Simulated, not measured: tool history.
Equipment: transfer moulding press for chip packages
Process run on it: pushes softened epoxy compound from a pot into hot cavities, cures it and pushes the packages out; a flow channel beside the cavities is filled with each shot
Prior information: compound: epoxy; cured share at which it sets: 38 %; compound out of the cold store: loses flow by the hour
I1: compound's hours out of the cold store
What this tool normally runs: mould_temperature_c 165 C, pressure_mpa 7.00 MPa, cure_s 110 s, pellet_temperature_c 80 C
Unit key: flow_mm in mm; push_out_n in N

Run 1, hour 0.0: usual settings; I1 47.6. Result: flow_mm 508 mm, push_out_n 280 N.
Run 2, hour 6.7: usual settings; I1 16.3. Result: flow_mm 572 mm, push_out_n 330 N.
Run 3, hour 17.1: usual settings but pellet_temperature_c 86 C; I1 20.3. Result: flow_mm 569 mm, push_out_n 368 N.
Run 4, hour 22.8: usual settings but mould_temperature_c 168 C; I1 34.8. Result: flow_mm 518 mm, push_out_n 315 N.
Run 5, hour 32.0: usual settings but mould_temperature_c 168 C; I1 45.2. Result: flow_mm 498 mm, push_out_n 323 N.
Run 6, hour 38.4: usual settings but cure_s 121 s; I1 11.1. Result: flow_mm 591 mm, push_out_n 356 N.
Run 7, hour 45.6: usual settings but cure_s 121 s; I1 9.1. Result: flow_mm 581 mm, push_out_n 375 N.
Run 8, hour 53.8: usual settings; I1 43.5. Result: flow_mm 502 mm, push_out_n 436 N.
At hour 57.8: cavities cleaned with cleaning compound and waxed.
Run 9, hour 60.6: usual settings but pellet_temperature_c 72 C; I1 28.6. Result: flow_mm 537 mm, push_out_n 264 N.
Run 10, hour 65.1: usual settings but mould_temperature_c 160 C; I1 12.1. Result: flow_mm 599 mm, push_out_n 444 N.
Run 11, hour 74.3: usual settings but cure_s 117 s; I1 20.3. Result: flow_mm 562 mm, push_out_n 299 N.
Run 12, hour 82.9: usual settings but cure_s 117 s; I1 37.8. Result: flow_mm 518 mm, push_out_n 306 N.
Run 13, hour 87.8: usual settings but cure_s 117 s; I1 45.6. Result: flow_mm 500 mm, push_out_n 316 N.
Run 14, hour 92.1: usual settings but cure_s 149 s; I1 41.4. Result: flow_mm 515 mm, push_out_n 254 N.
Run 15, hour 101.8: usual settings but pressure_mpa 6.78 MPa, pellet_temperature_c 74 C; I1 33.2. Result: flow_mm 519 mm, push_out_n 400 N.
Run 16, hour 106.4: usual settings but pressure_mpa 6.78 MPa, pellet_temperature_c 74 C; I1 27.0. Result: flow_mm 531 mm, push_out_n 397 N.
Run 17, hour 116.7: usual settings but cure_s 138 s; I1 21.6. Result: flow_mm 546 mm, push_out_n 309 N.
At hour 125.6: cavities cleaned with cleaning compound and waxed.
Run 18, hour 126.2: usual settings but mould_temperature_c 158 C, pressure_mpa 5.81 MPa, cure_s 99 s, pellet_temperature_c 74 C; I1 28.6. Result: flow_mm 510 mm, push_out_n 546 N.
Run 19, hour 135.5: usual settings but mould_temperature_c 158 C, pressure_mpa 5.81 MPa, cure_s 131 s, pellet_temperature_c 72 C; I1 28.5. Result: flow_mm 503 mm, push_out_n 344 N.
Run 20, hour 145.8: usual settings but mould_temperature_c 159 C, pressure_mpa 7.88 MPa, cure_s 104 s; I1 37.5. Result: flow_mm 549 mm, push_out_n 555 N.
Run 21, hour 153.5: usual settings but cure_s 109 s; I1 45.7. Result: flow_mm 493 mm, push_out_n 354 N.
Run 22, hour 160.5: usual settings but cure_s 139 s, pellet_temperature_c 84 C; I1 44.5. Result: flow_mm 494 mm, push_out_n 269 N.
Run 23, hour 167.3: usual settings but mould_temperature_c 162 C, cure_s 139 s, pellet_temperature_c 84 C; I1 18.2. Result: flow_mm 565 mm, push_out_n 329 N.
Run 24, hour 172.2: usual settings but mould_temperature_c 168 C, pressure_mpa 5.78 MPa, cure_s 97 s, pellet_temperature_c 89 C; I1 14.4. Result: flow_mm 502 mm, push_out_n 439 N.
Run 25, hour 179.9: usual settings but mould_temperature_c 164 C, pressure_mpa 5.73 MPa, cure_s 139 s, pellet_temperature_c 70 C; I1 44.6. Result: flow_mm 446 mm, push_out_n 301 N.
Run 26, hour 184.4: usual settings but mould_temperature_c 164 C, pressure_mpa 5.73 MPa, cure_s 139 s, pellet_temperature_c 70 C; I1 22.7. Result: flow_mm 487 mm, push_out_n 306 N.
At hour 193.1: cavities cleaned with cleaning compound and waxed.
Run 27, hour 193.7: usual settings but cure_s 97 s, pellet_temperature_c 90 C; I1 19.5. Result: flow_mm 548 mm, push_out_n 367 N.
Run 28, hour 198.5: usual settings but cure_s 97 s, pellet_temperature_c 90 C; I1 31.3. Result: flow_mm 519 mm, push_out_n 358 N.

Here are 5 independent what-if runs from the current tool condition. What would each one return?
Run A, hour 207.8: usual settings but pressure_mpa 6.26 MPa, cure_s 119 s, pellet_temperature_c 72 C; I1 14.4. Result: flow_mm ?, push_out_n ?.
Run B, hour 207.8: usual settings but mould_temperature_c 158 C; I1 24.5. Result: flow_mm ?, push_out_n ?.
Run C, hour 207.8: usual settings but pressure_mpa 6.53 MPa; I1 21.9. Result: flow_mm ?, push_out_n ?.
Run D, hour 207.8: usual settings but mould_temperature_c 160 C, cure_s 97 s, pellet_temperature_c 90 C; I1 8.4. Result: flow_mm ?, push_out_n ?.
Run E, hour 207.8: usual settings but cure_s 138 s, pellet_temperature_c 90 C; I1 47.4. Result: flow_mm ?, push_out_n ?.

run  flow_mm  push_out_n
  A      528         291
  B      550         523
  C      519         329
  D      592         658
  E      496         233
Without the tool's unlogged condition, the same runs would have read:
run  flow_mm  push_out_n
  A      562         236
  B      585         425
  C      552         267
  D      630         533
  E      527         185
